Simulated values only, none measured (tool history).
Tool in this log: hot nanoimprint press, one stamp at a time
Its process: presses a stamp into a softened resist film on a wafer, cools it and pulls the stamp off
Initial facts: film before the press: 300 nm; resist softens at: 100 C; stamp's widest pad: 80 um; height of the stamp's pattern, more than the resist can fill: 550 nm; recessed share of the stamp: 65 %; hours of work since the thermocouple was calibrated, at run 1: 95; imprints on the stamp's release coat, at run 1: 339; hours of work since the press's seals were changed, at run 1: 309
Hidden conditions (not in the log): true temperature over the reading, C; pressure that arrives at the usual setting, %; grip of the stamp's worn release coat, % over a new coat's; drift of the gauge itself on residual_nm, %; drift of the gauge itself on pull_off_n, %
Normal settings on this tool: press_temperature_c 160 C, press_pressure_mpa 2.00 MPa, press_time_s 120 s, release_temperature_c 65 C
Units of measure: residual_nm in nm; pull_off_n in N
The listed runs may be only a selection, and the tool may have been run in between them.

run     day  press_temperature_c  press_pressure_mpa  press_time_s  release_temperature_c  hours of work since the thermocouple was calibrated  imprints on the stamp's release coat  hours of work since the press's seals were changed  residual_nm  pull_off_n
  1   0.000                  160                2.00           120                     65                                                   95                                   339                                                 309        163.2         220
  2   0.321                  160                2.00           120                     65                                                   99                                   367                                                 313        163.1         227
  3   1.008                  160                2.00           120                     65                                                  107                                   427                                                 321        162.8         229
  4   1.471                  160                2.00           120                     58                                                  112                                   468                                                 326        162.7         266
  5   2.046                  160                2.00           120                     58                                                  119                                   518                                                 333        162.8         265
  6   2.450                  160                2.00           120                     58                                                  124                                   554                                                 338        162.9         266
  7   3.071                  160                2.00           120                     58                                                  131                                   608                                                 345        162.6         271
  8   3.450                  160                2.00           120                     58                                                  136                                   641                                                 350        162.1         278
  9   3.904                  160                3.05           120                     65                                                  141                                   681                                                 355        138.5         241
 10   4.575                  160                3.05           120                     65                                                  149                                   740                                                 363        138.5         247
 11   5.071                  160                2.00           120                     65                                                  155                                   783                                                 369        162.6         251
 12   5.383                  160                2.00           120                     65                                                  159                                   810                                                 373        162.5         245
 13   6.054                  152                2.00           120                     66                                                  167                                   869                                                 381        225.8         250
 14   6.596                  160                2.68           104                     68                                                  173                                   917                                                 387        153.1         240
 15   7.129                  160                1.99            78                     60                                                  179                                   963                                                 394        187.2         282
 16   7.442                  160                1.99            78                     71                                                  183                                   991                                                 397        186.5         226
 17   8.021                  160                2.00           104                     65                                                  190                                  1041                                                 404        170.2         262
 18   8.550                  151                2.00           120                     65                                                  196                                  1088                                                 410        233.5         266
 19   9.046                  152                2.15           107                     65                                                  202                                  1131                                                 416        228.1         263
 20   9.404                  152                2.15            94                     72                                                  206                                  1162                                                 421        233.5         234
 21   9.825                  150                2.74           120                     71                                                  211                                  1199                                                 426        225.3         243
 22  10.317                  150                2.74           120                     71                                                  217                                  1242                                                 431        225.2         241
 23  10.638                  166                1.49           137                     55                                                  221                                  1271                                                 435        128.0         325

Consider 5 possible next runs. They are alternatives, not a sequence: every one starts from the tool as it was left by run 23. What does each give?
  A  11.029                  161                1.44           137                     55                                                  226                                  1305                                                 440            ?           ?
  B  11.029                  151                1.49           101                     59                                                  226                                  1305                                                 440            ?           ?
  C  11.029                  160                1.83           194                     61                                                  226                                  1305                                                 440            ?           ?
  D  11.029                  152                2.00           173                     65                                                  226                                  1305                                                 440            ?           ?
  E  11.029                  166                2.73           185                     55                                                  226                                  1305                                                 440            ?           ?

run  residual_nm  pull_off_n
  A        165.6         330
  B        252.1         308
  C        139.9         297
  D        207.0         278
  E         86.2         323
What these runs would have given with no unlogged condition in the tool:
run  residual_nm  pull_off_n
  A        167.7         254
  B        253.8         237
  C        141.7         229
  D        209.0         214
  E         86.7         249
